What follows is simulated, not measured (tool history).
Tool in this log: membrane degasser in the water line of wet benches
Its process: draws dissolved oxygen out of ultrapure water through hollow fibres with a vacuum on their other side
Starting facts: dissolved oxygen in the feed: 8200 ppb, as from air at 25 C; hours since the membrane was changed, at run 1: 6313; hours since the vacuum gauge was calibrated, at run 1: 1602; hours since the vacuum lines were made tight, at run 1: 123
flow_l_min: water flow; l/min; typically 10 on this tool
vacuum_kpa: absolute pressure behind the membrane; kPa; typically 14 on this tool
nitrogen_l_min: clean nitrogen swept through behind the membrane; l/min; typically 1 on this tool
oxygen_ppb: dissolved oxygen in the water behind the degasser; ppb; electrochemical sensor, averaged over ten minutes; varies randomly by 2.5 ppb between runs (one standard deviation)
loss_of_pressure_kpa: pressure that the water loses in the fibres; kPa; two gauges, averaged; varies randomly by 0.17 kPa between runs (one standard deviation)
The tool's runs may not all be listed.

run,hour,flow_l_min,vacuum_kpa,nitrogen_l_min,hours since the membrane was changed,hours since the vacuum gauge was calibrated,hours since the vacuum lines were made tight,oxygen_ppb,loss_of_pressure_kpa
1,0,10,14,1,6313,1602,123,255.8,25.48
2,133.8,10,14,1,6447,1736,257,250.2,25.53
3,256.1,10,9.9,1,6570,1858,379,160.2,25.53
4,438.7,10,14,1,6752,2041,562,253.8,25.8
5,516.3,10,14,1.46,6830,2118,640,176.4,25.65
6,648,10,14,1,6962,2250,771,249.6,25.55
7,757.7,10,14,1,7071,2360,881,245.6,25.32
8,847.3,10,14,1,7161,2449,971,255.5,25.6
9,990,11,14,1,7303,2592,1113,273.6,28.39
10,1155.2,10,14,1,7469,2757,1279,244.2,25.77
11,1260,10,14,1,7573,2862,1383,249.5,25.86
12,1409,10,14,0.76,7722,3011,1532,313.6,25.31
13,1511.6,10,14,0.92,7825,3114,1635,276.7,25.65
14,1623.2,15,14,1,7937,3225,1747,366.1,38.71
15,1751.2,15,14,1,8065,3353,1875,368.6,38.71
16,1863.3,15,14,1,8177,3465,1987,368.4,38.42
17,1973.4,10,33.4,1,8287,3575,2097,666,25.75
18,2072.5,10,33.4,1.66,8386,3674,2196,420.5,25.97
19,2218,16,12.1,1.58,8532,3820,2341,222.7,40.91
20,2295,7,8.4,2.03,8608,3897,2418,44.5,17.91
21,2425.4,7,8.4,0.41,8739,4027,2549,196.7,18.01
22,2564.8,10,8.7,2.97,8878,4167,2688,47.6,25.6
23,2643,10,20.9,1,8957,4245,2766,402.4,25.7
24,2811.9,10,21.8,1,9125,4414,2935,425.9,25.39
25,2961.4,8,25.2,2.55,9275,4563,3085,169.9,20.52
26,3053.8,10,17.2,0.66,9367,4656,3177,461.1,25.65
27,3202.8,11,31.2,1.34,9516,4805,3326,517.2,28.14
28,3384.6,7,27.7,1.38,9698,4986,3508,293.5,18.26
29,3465.6,10,18,1.98,9779,5067,3589,185.6,25.45
30,3602.5,11,24.6,1,9916,5204,3726,523.1,28.11
31,3725.8,8,24.6,1.62,10039,5328,3849,251.5,20.48
32,3881,10,23.3,1,10195,5483,4004,450.7,25.46

Forecast each of these 4 alternatives for the next run:
A,3981.7,7,23.1,1.17,10295,5584,4105,?,?
B,3981.7,10,12.4,0.84,10295,5584,4105,?,?
C,3981.7,14,23.3,1,10295,5584,4105,?,?
D,3981.7,10,27.3,1,10295,5584,4105,?,?

run,oxygen_ppb,loss_of_pressure_kpa
A,277.5,18.07
B,255.7,25.58
C,614.6,35.79
D,531.7,25.66
Without the tool's unlogged condition, the same runs would have read:
run,oxygen_ppb,loss_of_pressure_kpa
A,276.5,18
B,254.8,25.48
C,613.2,35.65
D,530.4,25.56

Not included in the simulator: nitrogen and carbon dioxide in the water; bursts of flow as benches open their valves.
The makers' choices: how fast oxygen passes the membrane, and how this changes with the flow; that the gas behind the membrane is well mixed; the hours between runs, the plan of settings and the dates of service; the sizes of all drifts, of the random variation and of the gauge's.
